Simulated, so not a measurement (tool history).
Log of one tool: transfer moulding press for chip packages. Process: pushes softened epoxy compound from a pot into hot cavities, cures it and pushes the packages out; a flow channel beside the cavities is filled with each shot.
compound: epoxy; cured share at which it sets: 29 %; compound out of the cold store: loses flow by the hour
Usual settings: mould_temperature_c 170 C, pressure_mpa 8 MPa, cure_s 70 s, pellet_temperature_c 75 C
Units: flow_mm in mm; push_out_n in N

run   hour  mould_temperature_c  pressure_mpa  cure_s  pellet_temperature_c  incoming compound's hours out of the cold store  flow_mm  push_out_n
  1      0                  170             8      70                    75                                             34.9      523         641
      17.1  -- plunger's sealing rings changed
  2   33.2                  170             8      70                    75                                             10.5      581         860
  3   50.6                  170             8      70                    75                                             18.7      566         929
      55.6  -- cavities cleaned with cleaning compound and waxed
  4   75.4                  170          7.19      70                    75                                             24.8      529         665
  5   94.8                  170          7.19     106                    75                                             41.8      502         540
     120.9  -- cavities cleaned with cleaning compound and waxed
  6  134.5                  170          7.19      75                    75                                             34.2      509         554
  7  167.3                  170          7.19      75                    75                                             39.6      498         729
     185.9  -- cavities cleaned with cleaning compound and waxed
  8  192.9                  170          7.19      75                    75                                             28.9      509         532
  9    209                  170          7.19      75                    75                                             28.1      513         649
 10  225.2                  170          7.19      75                    75                                             24.3      513         722
     250.9  -- cavities cleaned with cleaning compound and waxed
 11  252.4                  170          7.19      75                    75                                               22      510         489
     271.6  -- plunger's sealing rings changed
 12    283                  170          7.19      75                    75                                             15.1      546         681
 13  313.2                  170          7.57      70                    75                                             18.4      551         948
     318.2  -- cavities cleaned with cleaning compound and waxed
 14  342.4                  170          7.57      70                    75                                              9.8      562         798
 15  367.7                  166          7.57      70                    81                                             45.7      519        1069
     382.4  -- cavities cleaned with cleaning compound and waxed
 16    398                  175          7.26      70                    65                                             39.5      493         532
 17  432.2                  175          7.26      70                    65                                             37.1      498         679
     447.5  -- cavities cleaned with cleaning compound and waxed
 18  455.6                  170          9.49      70                    77                                              9.3      615         646
     459.9  -- mould's thermocouples calibrated
 19    484                  170          9.49      70                    77                                             33.1      583         829
 20  511.3                  170          9.49      70                    77                                             11.3      608         971
       515  -- cavities cleaned with cleaning compound and waxed
     518.7  -- mould's thermocouples calibrated, once more
     530.4  -- plunger's sealing rings changed
 21  553.7                  172          7.64      84                    74                                             10.1      560         579
 22  580.3                  170           6.4     105                    75                                             32.7      484         628
       585  -- cavities cleaned with cleaning compound and waxed
 23  617.8                  178          6.98      68                    75                                             47.9      473         552
 24  642.4                  166          9.69     107                    82                                             24.1      619         609
     649.3  -- cavities cleaned with cleaning compound and waxed
 25  664.4                  166          9.69     107                    82                                             46.1      579         436
 26  682.2                  166          9.69     107                    82                                              8.7      631         544
 27  699.7                  178          9.69     107                    67                                             46.7      553         569
     714.2  -- cavities cleaned with cleaning compound and waxed
 28  731.5                  176          8.98      72                    83                                             28.3      553         503

Forecast each of these 4 alternatives for the next run:
  A  764.7                  175          6.43      72                    83                                               14        ?           ?
  B  764.7                  170          7.61      70                    79                                             41.8        ?           ?
  C  764.7                  175          8.98      72                    81                                             46.3        ?           ?
  D  764.7                  176             8      70                    75                                             14.5        ?           ?

run  flow_mm  push_out_n
  A      485         656
  B      498         825
  C      531         627
  D      541         663
Without the tool's hidden state the same runs would have given:
run  flow_mm  push_out_n
  A      508         392
  B      521         486
  C      556         375
  D      566         395

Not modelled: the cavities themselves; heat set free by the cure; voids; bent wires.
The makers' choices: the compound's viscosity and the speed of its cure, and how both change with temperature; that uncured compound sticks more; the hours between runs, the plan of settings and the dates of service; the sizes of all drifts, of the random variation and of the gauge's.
